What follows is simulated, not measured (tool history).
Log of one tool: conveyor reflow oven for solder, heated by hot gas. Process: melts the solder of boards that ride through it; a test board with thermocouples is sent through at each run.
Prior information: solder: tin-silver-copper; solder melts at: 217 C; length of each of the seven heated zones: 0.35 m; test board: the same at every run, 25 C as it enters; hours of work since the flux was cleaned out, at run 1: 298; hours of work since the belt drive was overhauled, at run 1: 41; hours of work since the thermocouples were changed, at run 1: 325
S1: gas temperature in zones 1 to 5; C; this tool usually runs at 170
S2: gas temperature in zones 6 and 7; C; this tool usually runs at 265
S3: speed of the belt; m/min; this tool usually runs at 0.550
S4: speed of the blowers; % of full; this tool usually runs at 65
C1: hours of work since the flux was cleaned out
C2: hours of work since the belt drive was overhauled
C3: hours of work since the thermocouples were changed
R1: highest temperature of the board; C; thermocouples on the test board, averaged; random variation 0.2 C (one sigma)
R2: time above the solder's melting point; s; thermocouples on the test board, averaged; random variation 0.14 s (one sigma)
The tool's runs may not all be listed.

run,hour,S1,S2,S3,S4,C1,C2,C3,R1,R2
1,0.0,170,265,0.550,65,298,41,325,247.3,52.3
2,11.2,170,265,0.550,65,305,48,333,247.8,51.9
3,19.6,170,265,0.550,65,311,54,338,247.3,52.5
4,28.5,170,265,0.631,65,317,60,344,242.9,40.1
5,38.6,170,265,0.557,65,324,66,351,247.0,50.6
6,45.5,170,265,0.557,65,328,71,355,246.7,50.7
7,58.6,170,265,0.557,65,337,79,364,246.8,50.8
8,71.5,170,265,0.557,65,345,88,372,246.8,50.8
9,80.1,170,265,0.550,53,351,94,378,244.5,49.0
10,95.2,170,265,0.550,65,361,103,388,246.9,51.3
# hour 100.9: flux residue cleaned out of gas plates and filters
11,115.4,182,265,0.550,65,10,113,398,247.8,56.2
12,122.8,182,265,0.550,65,14,118,403,247.3,56.1
13,133.2,182,265,0.550,65,21,125,409,247.4,56.2
14,141.3,156,269,0.550,71,27,130,415,246.8,46.5
15,149.1,165,262,0.615,63,32,136,420,236.9,33.5
16,159.8,170,265,0.640,65,39,143,427,239.2,35.5
# hour 170.4: flux residue cleaned out of gas plates and filters, once more
17,175.4,170,265,0.640,65,3,150,434,245.2,42.6
18,183.2,184,258,0.550,74,8,155,439,246.7,58.7
19,195.8,184,258,0.550,74,17,163,447,246.3,58.9
20,210.8,184,258,0.550,74,27,173,457,246.8,58.7
21,222.2,169,256,0.550,51,34,180,465,238.9,43.8
22,229.9,170,254,0.550,65,39,185,470,239.5,46.4
23,236.4,182,265,0.498,65,43,190,474,253.8,69.5
24,251.1,172,265,0.545,85,53,199,484,252.4,59.0
25,261.8,170,269,0.654,51,60,206,491,243.6,39.7

Here are 4 independent what-if runs from the current tool condition. What would each one return?
A,272.7,170,256,0.550,66,67,213,498,?,?
B,272.7,170,269,0.569,62,67,213,498,?,?
C,272.7,171,267,0.654,58,67,213,498,?,?
D,272.7,170,277,0.654,60,67,213,498,?,?

run,R1,R2
A,241.5,47.9
B,251.3,53.4
C,244.1,40.9
D,252.9,46.4
With no hidden state in the tool, these same runs would have given:
run,R1,R2
A,244.1,50.2
B,253.9,55.1
C,246.7,42.8
D,255.6,47.9
